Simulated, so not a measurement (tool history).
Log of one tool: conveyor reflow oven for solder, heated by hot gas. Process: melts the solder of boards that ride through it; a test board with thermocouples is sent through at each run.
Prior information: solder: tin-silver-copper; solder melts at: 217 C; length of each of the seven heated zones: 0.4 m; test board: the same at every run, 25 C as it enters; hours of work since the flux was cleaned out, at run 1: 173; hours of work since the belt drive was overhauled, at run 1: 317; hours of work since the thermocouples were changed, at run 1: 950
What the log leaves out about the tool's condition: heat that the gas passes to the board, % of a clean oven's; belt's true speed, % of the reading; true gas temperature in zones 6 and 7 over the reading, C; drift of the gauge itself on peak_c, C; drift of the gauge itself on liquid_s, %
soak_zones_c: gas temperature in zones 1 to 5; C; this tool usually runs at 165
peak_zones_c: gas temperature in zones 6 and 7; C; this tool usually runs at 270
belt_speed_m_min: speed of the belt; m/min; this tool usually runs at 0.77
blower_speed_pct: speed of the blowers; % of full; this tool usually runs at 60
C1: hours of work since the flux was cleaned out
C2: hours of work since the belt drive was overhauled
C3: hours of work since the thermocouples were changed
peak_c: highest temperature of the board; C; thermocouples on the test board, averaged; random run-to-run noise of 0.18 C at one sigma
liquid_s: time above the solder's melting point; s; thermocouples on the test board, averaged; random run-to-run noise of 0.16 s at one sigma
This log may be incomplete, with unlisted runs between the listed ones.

Run 1, hour 0: usual settings; C1 173; C2 317; C3 950. Result: peak_c 243 C, liquid_s 36.8 s.
Run 2, hour 46.8: usual settings; C1 192; C2 337; C3 969. Result: peak_c 242.9 C, liquid_s 36.3 s.
Run 3, hour 91.6: usual settings but blower_speed_pct 65 % of full; C1 211; C2 356; C3 988. Result: peak_c 244.3 C, liquid_s 37.8 s.
At hour 135.8: thermocouples of zones 6 and 7 changed.
Run 4, hour 147.4: usual settings; C1 234; C2 378; C3 5. Result: peak_c 245.5 C, liquid_s 37.9 s.
Run 5, hour 188.1: usual settings; C1 251; C2 396; C3 22. Result: peak_c 245.1 C, liquid_s 38.3 s.
Run 6, hour 234.4: usual settings but belt_speed_m_min 0.653 m/min; C1 270; C2 415; C3 41. Result: peak_c 251.3 C, liquid_s 51.5 s.
Run 7, hour 282.5: usual settings; C1 290; C2 435; C3 62. Result: peak_c 244.9 C, liquid_s 37.8 s.
Run 8, hour 307.1: usual settings; C1 301; C2 445; C3 72. Result: peak_c 244.9 C, liquid_s 38 s.
Run 9, hour 358.4: usual settings; C1 322; C2 467; C3 93. Result: peak_c 244.4 C, liquid_s 37.5 s.
At hour 365.5: belt drive overhauled, speed set with a stopwatch.
Run 10, hour 394.9: usual settings; C1 336; C2 12; C3 107. Result: peak_c 244.5 C, liquid_s 37.9 s.
Run 11, hour 424.8: usual settings but soak_zones_c 158 C, peak_zones_c 261 C, blower_speed_pct 66 % of full; C1 348; C2 25; C3 120. Result: peak_c 237.9 C, liquid_s 30.6 s.
Run 12, hour 473.3: usual settings but soak_zones_c 178 C, peak_zones_c 261 C, belt_speed_m_min 0.803 m/min, blower_speed_pct 73 % of full; C1 369; C2 45; C3 140. Result: peak_c 242.6 C, liquid_s 38.7 s.
Run 13, hour 500.1: usual settings but soak_zones_c 163 C, peak_zones_c 280 C; C1 380; C2 56; C3 151. Result: peak_c 251.7 C, liquid_s 42.3 s.
Run 14, hour 523.7: usual settings but soak_zones_c 163 C, peak_zones_c 280 C; C1 390; C2 66; C3 161. Result: peak_c 251.8 C, liquid_s 42.2 s.
Run 15, hour 560.3: usual settings but soak_zones_c 163 C, peak_zones_c 280 C; C1 405; C2 82; C3 176. Result: peak_c 251.8 C, liquid_s 42 s.
Run 16, hour 596.7: usual settings but soak_zones_c 170 C, peak_zones_c 261 C, belt_speed_m_min 0.693 m/min, blower_speed_pct 57 % of full; C1 420; C2 97; C3 192. Result: peak_c 240.8 C, liquid_s 41.1 s.
At hour 624.5: flux residue cleaned out of gas plates and filters.
At hour 631.6: belt drive overhauled, speed set with a stopwatch, once more.
Run 17, hour 647.6: usual settings but soak_zones_c 177 C, peak_zones_c 265 C, belt_speed_m_min 0.693 m/min, blower_speed_pct 57 % of full; C1 8; C2 7; C3 209. Result: peak_c 246.8 C, liquid_s 48.3 s.

Run 18 has not been measured yet. What should we expect?
Run 18, hour 693.1: usual settings but belt_speed_m_min 0.777 m/min, blower_speed_pct 70 % of full; C1 27; C2 26; C3 228. Result: peak_c ?, liquid_s ?.

peak_c: 248.4 C
liquid_s: 40.5 s
Without the tool's hidden state the same run would have given peak_c 248.8 C, liquid_s 40.8 s.

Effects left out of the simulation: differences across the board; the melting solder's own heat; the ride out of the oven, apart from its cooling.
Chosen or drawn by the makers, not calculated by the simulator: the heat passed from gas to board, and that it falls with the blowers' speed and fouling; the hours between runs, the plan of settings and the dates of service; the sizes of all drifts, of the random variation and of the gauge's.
